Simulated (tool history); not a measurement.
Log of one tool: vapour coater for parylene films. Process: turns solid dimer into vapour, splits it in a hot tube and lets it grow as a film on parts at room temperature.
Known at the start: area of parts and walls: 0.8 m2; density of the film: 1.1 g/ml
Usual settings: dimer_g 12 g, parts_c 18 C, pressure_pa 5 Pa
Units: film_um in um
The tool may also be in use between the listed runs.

run	hour	dimer_g	parts_c	pressure_pa	film_um
1	0	12	18	5	10.22
2	48.1	12	18	5	10.25
3	84.4	12	18	5	10.31
4	126.1	12	18	5	10.45
5	177.2	12	18	5	10.38
6	213.5	12	18	5	10.23
7	265.7	12	18	5	10.41
8	292.6	9	18	5	7.75
9	347.1	9	18	5	7.8
10	370.2	9	18	5	7.75
11	423.2	12	14	5	10.9
12	453	12	16	5	10.47
13	479.4	12	25	5	9.22
14	502.5	10	18	5	8.62
15	531.1	10	18	5	8.61
16	567.3	12	18	5	10.24
17	589.8	12	18	5	10.35
18	634.2	12	18	5	10.36
19	664.3	12	18	5	10.29
20	712.7	12	18	5	10.34
21	735.2	12	18	5	10.37
22	787	21	18	5	17.86
23	821.8	12	18	4.84	10.24
24	867.2	12	18	5	10.36
25	906.9	14	20	5	11.61
# hour 913.9: trap's valve overhauled
26	937.5	21	15	5.95	18.75
27	979	15	26	2.95	11.64
28	1032.4	10	11	5	9.64
29	1058.2	12	24	8.53	9.12
30	1095.7	12	23	3.86	9.62
31	1131	12	23	3.86	9.8
32	1167	12	23	3.86	9.78
33	1207	14	29	3.86	10.3
# hour 1218.6: table's thermometer calibrated
34	1234.4	14	29	3.86	10.34
35	1273.2	14	29	3.86	10.3
36	1313.2	14	29	3.86	10.37
37	1345.5	22	18	4.1	19.19
38	1380.6	8	14	4.92	7.35
39	1403.3	8	14	4.92	7.47
40	1443.3	18	29	9.71	12.45
41	1494.6	18	29	9.71	12.31
42	1517.1	18	29	9.71	12.69
43	1544.2	18	29	9.71	12.45
44	1594.3	12	14	5	10.9
45	1635	12	14	3.49	11.15
46	1675	12	16	3.78	10.75
47	1708.3	12	13	5.24	11.23
48	1761.1	10	10	9.17	9.42

Forecast each of these 3 alternatives for the next run:
A	1810.3	7	24	5.92	?
B	1810.3	12	26	5	?
C	1810.3	10	10	3.09	?

run	film_um
A	5.41
B	9.06
C	9.91
Without the tool's hidden state the same runs would have given:
run	film_um
A	5.43
B	9.09
C	9.94
